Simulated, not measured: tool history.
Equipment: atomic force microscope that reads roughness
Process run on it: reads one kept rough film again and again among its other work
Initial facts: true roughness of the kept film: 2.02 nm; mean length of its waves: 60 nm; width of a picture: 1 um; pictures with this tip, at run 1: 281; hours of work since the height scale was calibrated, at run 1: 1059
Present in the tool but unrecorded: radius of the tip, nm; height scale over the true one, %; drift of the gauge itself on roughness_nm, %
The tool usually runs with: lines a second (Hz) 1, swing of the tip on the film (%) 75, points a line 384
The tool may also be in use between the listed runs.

run,hour,lines a second (Hz),swing of the tip on the film (%),points a line,pictures with this tip,hours of work since the height scale was calibrated,roughness of the kept film (nm (root mean square))
1,0,1,75,384,281,1059,1.817
# hour 66.3: new tip fitted
2,66.8,1,75,384,1,1104,1.828
3,143.5,1,75,384,105,1156,1.835
4,181.4,1,75,384,157,1182,1.828
5,219.4,1,72,384,209,1207,1.841
6,274.3,1,85,384,284,1245,1.729
7,328,1,85,384,357,1281,1.73
# hour 341.4: new tip fitted
8,392.8,1,75,384,70,1325,1.832
9,461.6,1,75,384,164,1371,1.821
10,535.3,1,75,384,265,1421,1.819
11,575.4,1,75,384,320,1448,1.8
# hour 617.1: new tip fitted
12,635.6,1,75,384,26,1489,1.826
13,710.1,0.58,75,384,127,1539,1.875
14,770.8,2.23,68,387,210,1581,1.755
15,819.4,2.23,68,387,277,1614,1.75
16,867.9,1.61,68,387,343,1646,1.807
# hour 894.6: new tip fitted
17,924.5,1.61,62,708,40,1685,1.862
18,1003.2,2.48,74,354,148,1738,1.662
19,1067.1,2.48,74,354,235,1781,1.668
20,1133,1,75,859,325,1826,1.812
# hour 1168: new tip fitted
21,1190.2,1.11,57,270,30,1864,1.91
22,1249.2,2.4,75,345,110,1904,1.655
23,1289.4,2.4,75,345,165,1932,1.659
24,1331.6,2.4,75,345,223,1960,1.652
25,1405,2.4,75,345,323,2010,1.647

Hidden state at the last listed run before each entry between runs and at the first one after, where it differs:
From run 1 to run 2: new tip fitted (hour 66.3)
  radius of the tip, nm: 13.3 -> 7.9; height scale over the true one, %: -0.63 -> -0.65
  the result without the hidden state subtracted from the measured one, roughness of the kept film (nm (root mean square)): -0.037 -> -0.015
From run 7 to run 8: new tip fitted (hour 341.4)
  radius of the tip, nm: 15.7 -> 8.5; height scale over the true one, %: -0.75 -> -0.77
  the result without the hidden state subtracted from the measured one, roughness of the kept film (nm (root mean square)): -0.047 -> -0.021
From run 11 to run 12: new tip fitted (hour 617.1)
  radius of the tip, nm: 14.4 -> 8; height scale over the true one, %: -0.84 -> -0.86
  the result without the hidden state subtracted from the measured one, roughness of the kept film (nm (root mean square)): -0.044 -> -0.02
From run 16 to run 17: new tip fitted (hour 894.6)
  radius of the tip, nm: 15.3 -> 8.5; height scale over the true one, %: -0.96 -> -0.98
  the result without the hidden state subtracted from the measured one, roughness of the kept film (nm (root mean square)): -0.05 -> -0.024
From run 20 to run 21: new tip fitted (hour 1168)
  radius of the tip, nm: 14.9 -> 8.2; height scale over the true one, %: -1.05 -> -1.07
  the result without the hidden state subtracted from the measured one, roughness of the kept film (nm (root mean square)): -0.051 -> -0.026
